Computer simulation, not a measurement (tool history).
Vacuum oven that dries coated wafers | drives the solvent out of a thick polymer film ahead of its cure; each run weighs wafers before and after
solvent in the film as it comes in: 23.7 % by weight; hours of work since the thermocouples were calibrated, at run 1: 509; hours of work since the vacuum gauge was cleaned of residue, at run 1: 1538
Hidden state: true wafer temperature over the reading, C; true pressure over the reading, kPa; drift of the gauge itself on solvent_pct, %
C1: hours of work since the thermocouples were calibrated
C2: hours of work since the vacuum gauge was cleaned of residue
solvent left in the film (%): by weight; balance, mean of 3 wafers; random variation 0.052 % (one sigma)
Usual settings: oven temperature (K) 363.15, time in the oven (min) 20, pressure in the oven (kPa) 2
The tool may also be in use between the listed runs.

Run 1, hour 0: usual settings; C1 509; C2 1538. Result: solvent left in the film (%) 1.74.
Run 2, hour 69.9: usual settings; C1 554; C2 1583. Result: solvent left in the film (%) 1.83.
Run 3, hour 110.2: usual settings but time in the oven (min) 11; C1 580; C2 1609. Result: solvent left in the film (%) 4.2.
Run 4, hour 156.6: usual settings but time in the oven (min) 11; C1 609; C2 1638. Result: solvent left in the film (%) 4.12.
Run 5, hour 210.6: usual settings but time in the oven (min) 11; C1 644; C2 1673. Result: solvent left in the film (%) 3.99.
Run 6, hour 250.9: usual settings but time in the oven (min) 11; C1 669; C2 1698. Result: solvent left in the film (%) 4.13.
Run 7, hour 296.1: usual settings but time in the oven (min) 11; C1 698; C2 1727. Result: solvent left in the film (%) 4.17.
Run 8, hour 357.6: usual settings but time in the oven (min) 14; C1 738; C2 1767. Result: solvent left in the film (%) 3.06.
Run 9, hour 414.3: usual settings; C1 774; C2 1803. Result: solvent left in the film (%) 1.71.
Run 10, hour 482.3: usual settings; C1 817; C2 1846. Result: solvent left in the film (%) 1.8.
Run 11, hour 547.7: usual settings; C1 859; C2 1888. Result: solvent left in the film (%) 1.92.
Run 12, hour 619.7: usual settings but oven temperature (K) 368.15, time in the oven (min) 34; C1 905; C2 1934. Result: solvent left in the film (%) 0.8.
Run 13, hour 651.1: usual settings but oven temperature (K) 373.15, time in the oven (min) 11, pressure in the oven (kPa) 1.37; C1 925; C2 1954. Result: solvent left in the film (%) 1.27.
Run 14, hour 705.8: usual settings but oven temperature (K) 373.15, time in the oven (min) 11, pressure in the oven (kPa) 1.37; C1 960; C2 1989. Result: solvent left in the film (%) 1.33.
Run 15, hour 767.1: usual settings but oven temperature (K) 371.15, pressure in the oven (kPa) 1.79; C1 999; C2 2028. Result: solvent left in the film (%) 0.88.
Run 16, hour 800.3: usual settings but oven temperature (K) 371.15, pressure in the oven (kPa) 1.79; C1 1020; C2 2049. Result: solvent left in the film (%) 0.9.
Run 17, hour 858: usual settings but oven temperature (K) 371.15, pressure in the oven (kPa) 1.79; C1 1057; C2 2086. Result: solvent left in the film (%) 0.84.
Run 18, hour 910.5: usual settings but time in the oven (min) 10; C1 1091; C2 2120. Result: solvent left in the film (%) 4.86.
Run 19, hour 974.2: usual settings but oven temperature (K) 350.15, time in the oven (min) 18; C1 1131; C2 2160. Result: solvent left in the film (%) 7.17.
Run 20, hour 1021.5: usual settings but oven temperature (K) 355.15, pressure in the oven (kPa) 5.48; C1 1162; C2 2190. Result: solvent left in the film (%) 6.29.
Run 21, hour 1053.2: usual settings but oven temperature (K) 373.15, pressure in the oven (kPa) 4.94; C1 1182; C2 2211. Result: solvent left in the film (%) 1.81.
Run 22, hour 1102.6: usual settings but oven temperature (K) 373.15, time in the oven (min) 13, pressure in the oven (kPa) 2.49; C1 1213; C2 2242. Result: solvent left in the film (%) 1.41.

Forecast each of these 4 alternatives for the next run:
Run A, hour 1148: usual settings but oven temperature (K) 358.15, time in the oven (min) 12, pressure in the oven (kPa) 5.75; C1 1242; C2 2271. Result: solvent left in the film (%) ?.
Run B, hour 1148: usual settings but oven temperature (K) 373.15, time in the oven (min) 16, pressure in the oven (kPa) 2.49; C1 1242; C2 2271. Result: solvent left in the film (%) ?.
Run C, hour 1148: usual settings but oven temperature (K) 350.15, time in the oven (min) 27, pressure in the oven (kPa) 1.74; C1 1242; C2 2271. Result: solvent left in the film (%) ?.
Run D, hour 1148: usual settings but oven temperature (K) 366.15, time in the oven (min) 11, pressure in the oven (kPa) 2.49; C1 1242; C2 2271. Result: solvent left in the film (%) ?.

run  solvent left in the film (%)
  A                          7.81
  B                          1.09
  C                          4.81
  D                          3.56
Without the tool's hidden state the same runs would have given:
run  solvent left in the film (%)
  A                          6.87
  B                          0.81
  C                          3.85
  D                          2.88
